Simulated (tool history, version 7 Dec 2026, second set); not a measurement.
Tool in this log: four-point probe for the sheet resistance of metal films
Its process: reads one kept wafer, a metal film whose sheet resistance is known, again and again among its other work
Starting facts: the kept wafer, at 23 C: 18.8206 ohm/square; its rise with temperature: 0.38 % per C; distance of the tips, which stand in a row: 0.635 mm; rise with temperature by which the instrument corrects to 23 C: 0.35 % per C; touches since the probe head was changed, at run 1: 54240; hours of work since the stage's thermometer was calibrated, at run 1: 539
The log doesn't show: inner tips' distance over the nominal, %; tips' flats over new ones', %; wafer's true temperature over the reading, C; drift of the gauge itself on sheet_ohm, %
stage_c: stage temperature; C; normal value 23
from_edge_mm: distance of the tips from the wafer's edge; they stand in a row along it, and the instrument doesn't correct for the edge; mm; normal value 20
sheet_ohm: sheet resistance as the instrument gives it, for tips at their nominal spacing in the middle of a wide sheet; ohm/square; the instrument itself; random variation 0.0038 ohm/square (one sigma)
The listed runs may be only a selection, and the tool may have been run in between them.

| run | hour | stage_c | from_edge_mm | touches since the probe head was changed | hours of work since the stage's thermometer was calibrated | sheet_ohm |
|---|---|---|---|---|---|---|
| 1 | 0.0 | 23 | 20 | 54240 | 539 | 18.829391 |
| 2 | 69.9 | 23 | 20 | 56179 | 580 | 18.826250 |
| 3 | 109.7 | 23 | 20 | 57281 | 603 | 18.831756 |
| 4 | 164.6 | 23 | 20 | 58804 | 635 | 18.832430 |
| 5 | 215.4 | 23 | 28 | 60214 | 665 | 18.822685 |
| 6 | 251.1 | 23 | 37 | 61202 | 686 | 18.826540 |
| 7 | 325.1 | 20 | 37 | 63256 | 729 | 18.807889 |
| 8 | 378.9 | 20 | 37 | 64748 | 761 | 18.802958 |
| 9 | 427.4 | 23 | 20 | 66094 | 789 | 18.829060 |
| 10 | 476.8 | 24 | 20 | 67464 | 818 | 18.840790 |
| 11 | 531.3 | 24 | 20 | 68974 | 850 | 18.827740 |
| 12 | 583.8 | 24 | 20 | 70429 | 881 | 18.836099 |
| 13 | 622.4 | 23 | 14 | 71500 | 904 | 18.841047 |
| 14 | 690.6 | 23 | 20 | 73393 | 944 | 18.827433 |
| 15 | 767.9 | 23 | 20 | 75535 | 989 | 18.831670 |
| 16 | 819.8 | 21 | 9 | 76975 | 1020 | 18.857133 |
| 17 | 896.7 | 31 | 3 | 79108 | 1065 | 19.308008 |
| 18 | 940.7 | 31 | 3 | 80327 | 1091 | 19.312568 |
| 19 | 976.4 | 29 | 59 | 81317 | 1112 | 18.853156 |
| 20 | 1025.5 | 29 | 59 | 82679 | 1141 | 18.854929 |
| 21 | 1071.3 | 26 | 17 | 83950 | 1167 | 18.848650 |
| 22 | 1110.7 | 20 | 50 | 85041 | 1191 | 18.800299 |
| 23 | 1163.9 | 32 | 11 | 86517 | 1222 | 18.899615 |
| 24 | 1208.6 | 26 | 4 | 87757 | 1248 | 19.087817 |
| 25 | 1242.7 | 23 | 33 | 88702 | 1268 | 18.814899 |
| 26 | 1283.5 | 20 | 71 | 89834 | 1292 | 18.798605 |
| 27 | 1327.4 | 18 | 50 | 91050 | 1318 | 18.787474 |
| 28 | 1394.7 | 33 | 32 | 92916 | 1357 | 18.876355 |
| 29 | 1454.3 | 33 | 32 | 94570 | 1392 | 18.875521 |

Predict each of these 3 candidate next runs independently; none follows another, all start after run 29:
| A | 1502.8 | 35 | 20 | 95916 | 1421 | ? |
| B | 1502.8 | 19 | 4 | 95916 | 1421 | ? |
| C | 1502.8 | 19 | 73 | 95916 | 1421 | ? |

| run | sheet_ohm |
|---|---|
| A | 18.891761 |
| B | 19.042031 |
| C | 18.794719 |
With no hidden state in the tool, these same runs would have given:
| run | sheet_ohm |
|---|---|
| A | 18.893399 |
| B | 19.043668 |
| C | 18.796337 |
